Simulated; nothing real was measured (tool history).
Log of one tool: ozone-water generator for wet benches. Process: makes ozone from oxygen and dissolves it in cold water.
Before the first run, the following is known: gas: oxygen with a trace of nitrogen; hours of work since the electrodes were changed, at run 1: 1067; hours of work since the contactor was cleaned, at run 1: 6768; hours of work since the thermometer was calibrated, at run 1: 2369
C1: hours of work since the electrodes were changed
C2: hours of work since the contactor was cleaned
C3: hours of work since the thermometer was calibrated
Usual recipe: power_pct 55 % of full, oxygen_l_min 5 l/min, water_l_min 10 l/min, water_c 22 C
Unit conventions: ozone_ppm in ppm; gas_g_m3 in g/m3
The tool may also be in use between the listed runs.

{"run": 1, "day": 0.0, "power_pct": 55, "oxygen_l_min": 5, "water_l_min": 10, "water_c": 22, "C1": 1067, "C2": 6768, "C3": 2369, "ozone_ppm": 17.3, "gas_g_m3": 150.8}
{"run": 2, "day": 1.508, "power_pct": 55, "oxygen_l_min": 5, "water_l_min": 10, "water_c": 22, "C1": 1096, "C2": 6798, "C3": 2399, "ozone_ppm": 17.5, "gas_g_m3": 151}
{"run": 3, "day": 2.975, "power_pct": 55, "oxygen_l_min": 5, "water_l_min": 10, "water_c": 22, "C1": 1125, "C2": 6827, "C3": 2428, "ozone_ppm": 17.5, "gas_g_m3": 152}
{"run": 4, "day": 4.254, "power_pct": 55, "oxygen_l_min": 5, "water_l_min": 10, "water_c": 22, "C1": 1150, "C2": 6852, "C3": 2453, "ozone_ppm": 17.4, "gas_g_m3": 151.9}
{"run": 5, "day": 5.95, "power_pct": 55, "oxygen_l_min": 5, "water_l_min": 10, "water_c": 22, "C1": 1184, "C2": 6885, "C3": 2486, "ozone_ppm": 17.4, "gas_g_m3": 151.1}
{"run": 6, "day": 7.521, "power_pct": 55, "oxygen_l_min": 5, "water_l_min": 10, "water_c": 22, "C1": 1214, "C2": 6916, "C3": 2517, "ozone_ppm": 17.5, "gas_g_m3": 150.8}
{"run": 7, "day": 8.729, "power_pct": 55, "oxygen_l_min": 5, "water_l_min": 8, "water_c": 22, "C1": 1238, "C2": 6939, "C3": 2540, "ozone_ppm": 20.9, "gas_g_m3": 150.2}
{"run": 8, "day": 11.162, "power_pct": 55, "oxygen_l_min": 5, "water_l_min": 8, "water_c": 22, "C1": 1286, "C2": 6987, "C3": 2588, "ozone_ppm": 20.7, "gas_g_m3": 151.1}
{"run": 9, "day": 13.517, "power_pct": 55, "oxygen_l_min": 5, "water_l_min": 8, "water_c": 22, "C1": 1332, "C2": 7033, "C3": 2634, "ozone_ppm": 20.3, "gas_g_m3": 150.3}
{"run": 10, "day": 15.438, "power_pct": 55, "oxygen_l_min": 5.17, "water_l_min": 10, "water_c": 22, "C1": 1370, "C2": 7071, "C3": 2672, "ozone_ppm": 17.2, "gas_g_m3": 147.8}
{"run": 11, "day": 17.742, "power_pct": 88, "oxygen_l_min": 5, "water_l_min": 10, "water_c": 22, "C1": 1415, "C2": 7116, "C3": 2717, "ozone_ppm": 23, "gas_g_m3": 202.5}
{"run": 12, "day": 19.2, "power_pct": 88, "oxygen_l_min": 5, "water_l_min": 10, "water_c": 22, "C1": 1444, "C2": 7145, "C3": 2746, "ozone_ppm": 23.2, "gas_g_m3": 202.4}
{"run": 13, "day": 21.1, "power_pct": 55, "oxygen_l_min": 5, "water_l_min": 10, "water_c": 22, "C1": 1481, "C2": 7182, "C3": 2783, "ozone_ppm": 17, "gas_g_m3": 151.5}
{"run": 14, "day": 22.388, "power_pct": 55, "oxygen_l_min": 5, "water_l_min": 10, "water_c": 22, "C1": 1506, "C2": 7208, "C3": 2809, "ozone_ppm": 17.2, "gas_g_m3": 150.3}
{"run": 15, "day": 24.025, "power_pct": 55, "oxygen_l_min": 5, "water_l_min": 10, "water_c": 22, "C1": 1538, "C2": 7240, "C3": 2841, "ozone_ppm": 17.1, "gas_g_m3": 150.9}
{"run": 16, "day": 25.371, "power_pct": 55, "oxygen_l_min": 5, "water_l_min": 10, "water_c": 22, "C1": 1565, "C2": 7266, "C3": 2867, "ozone_ppm": 17.2, "gas_g_m3": 151.4}
{"run": 17, "day": 26.392, "power_pct": 55, "oxygen_l_min": 5, "water_l_min": 7, "water_c": 22, "C1": 1585, "C2": 7286, "C3": 2887, "ozone_ppm": 22, "gas_g_m3": 151}
{"run": 18, "day": 28.012, "power_pct": 55, "oxygen_l_min": 3.66, "water_l_min": 7, "water_c": 17, "C1": 1617, "C2": 7318, "C3": 2919, "ozone_ppm": 24.8, "gas_g_m3": 168.6}
{"run": 19, "day": 29.504, "power_pct": 55, "oxygen_l_min": 2.93, "water_l_min": 7, "water_c": 17, "C1": 1646, "C2": 7347, "C3": 2948, "ozone_ppm": 24.5, "gas_g_m3": 182.5}
{"run": 20, "day": 31.438, "power_pct": 55, "oxygen_l_min": 2.93, "water_l_min": 7, "water_c": 17, "C1": 1684, "C2": 7385, "C3": 2986, "ozone_ppm": 24.6, "gas_g_m3": 180.6}
{"run": 21, "day": 32.642, "power_pct": 76, "oxygen_l_min": 7.34, "water_l_min": 9, "water_c": 22, "C1": 1708, "C2": 7409, "C3": 3010, "ozone_ppm": 22.3, "gas_g_m3": 160.2}
{"run": 22, "day": 34.25, "power_pct": 76, "oxygen_l_min": 7.34, "water_l_min": 9, "water_c": 22, "C1": 1739, "C2": 7440, "C3": 3041, "ozone_ppm": 22.6, "gas_g_m3": 159.9}
{"run": 23, "day": 35.996, "power_pct": 61, "oxygen_l_min": 3.2, "water_l_min": 7, "water_c": 21, "C1": 1773, "C2": 7475, "C3": 3076, "ozone_ppm": 23.9, "gas_g_m3": 188.9}
{"run": 24, "day": 37.654, "power_pct": 83, "oxygen_l_min": 8.01, "water_l_min": 12, "water_c": 16, "C1": 1806, "C2": 7507, "C3": 3108, "ozone_ppm": 21.6, "gas_g_m3": 164.7}
{"run": 25, "day": 39.979, "power_pct": 57, "oxygen_l_min": 5, "water_l_min": 10, "water_c": 18, "C1": 1852, "C2": 7553, "C3": 3154, "ozone_ppm": 19, "gas_g_m3": 152.4}
{"run": 26, "day": 41.267, "power_pct": 55, "oxygen_l_min": 3.2, "water_l_min": 8, "water_c": 22, "C1": 1877, "C2": 7578, "C3": 3179, "ozone_ppm": 19.9, "gas_g_m3": 174.9}
{"run": 27, "day": 42.908, "power_pct": 55, "oxygen_l_min": 3.2, "water_l_min": 8, "water_c": 22, "C1": 1909, "C2": 7610, "C3": 3211, "ozone_ppm": 20.1, "gas_g_m3": 174.8}
{"run": 28, "day": 44.692, "power_pct": 71, "oxygen_l_min": 6.34, "water_l_min": 8, "water_c": 26, "C1": 1944, "C2": 7645, "C3": 3246, "ozone_ppm": 21.2, "gas_g_m3": 162.9}
{"run": 29, "day": 45.954, "power_pct": 71, "oxygen_l_min": 6.34, "water_l_min": 8, "water_c": 26, "C1": 1969, "C2": 7670, "C3": 3271, "ozone_ppm": 21, "gas_g_m3": 162.3}
{"run": 30, "day": 47.254, "power_pct": 89, "oxygen_l_min": 5.47, "water_l_min": 13, "water_c": 16, "C1": 1994, "C2": 7696, "C3": 3297, "ozone_ppm": 20.6, "gas_g_m3": 194.5}
{"run": 31, "day": 49.217, "power_pct": 71, "oxygen_l_min": 6.84, "water_l_min": 8, "water_c": 23, "C1": 2033, "C2": 7734, "C3": 3335, "ozone_ppm": 22.2, "gas_g_m3": 155.9}
{"run": 32, "day": 50.938, "power_pct": 55, "oxygen_l_min": 3.1, "water_l_min": 9, "water_c": 22, "C1": 2067, "C2": 7768, "C3": 3369, "ozone_ppm": 18, "gas_g_m3": 175.7}
{"day": 52.042, "done": "water thermometer calibrated"}
{"run": 33, "day": 52.396, "power_pct": 42, "oxygen_l_min": 5.45, "water_l_min": 12, "water_c": 30, "C1": 2095, "C2": 7796, "C3": 7, "ozone_ppm": 10.6, "gas_g_m3": 124}
{"run": 34, "day": 53.771, "power_pct": 42, "oxygen_l_min": 5.45, "water_l_min": 12, "water_c": 30, "C1": 2122, "C2": 7823, "C3": 34, "ozone_ppm": 10.8, "gas_g_m3": 123.8}

Some steps in ozone_ppm, run to run, broken into two amounts with sign: the step expected even without the hidden condition (settings, incoming material, random variation), and the rest, left for the hidden condition together with whatever gauge scatter is not in both the measured and the hidden-condition-free result:
Hidden state at play: yield of the discharge, % of new electrodes'; contactor's efficiency, % of a clean one's; true water temperature over the reading, C; drift of the gauge itself on ozone_ppm, %; drift of the gauge itself on gas_g_m3, %.
Run 10 -> 11: power_pct 55 -> 88, oxygen_l_min 5.17 -> 5. ozone_ppm +5.8 ppm: hidden state -0.8, all else +6.6.
Run 12 -> 13: power_pct 88 -> 55. ozone_ppm -6.2 ppm: hidden state +0.8, all else -7.
Run 32 -> 33: power_pct 55 -> 42, oxygen_l_min 3.1 -> 5.45, water_l_min 9 -> 12, water_c 22 -> 30, water thermometer calibrated. ozone_ppm -7.4 ppm: hidden state +0.8, all else -8.2.

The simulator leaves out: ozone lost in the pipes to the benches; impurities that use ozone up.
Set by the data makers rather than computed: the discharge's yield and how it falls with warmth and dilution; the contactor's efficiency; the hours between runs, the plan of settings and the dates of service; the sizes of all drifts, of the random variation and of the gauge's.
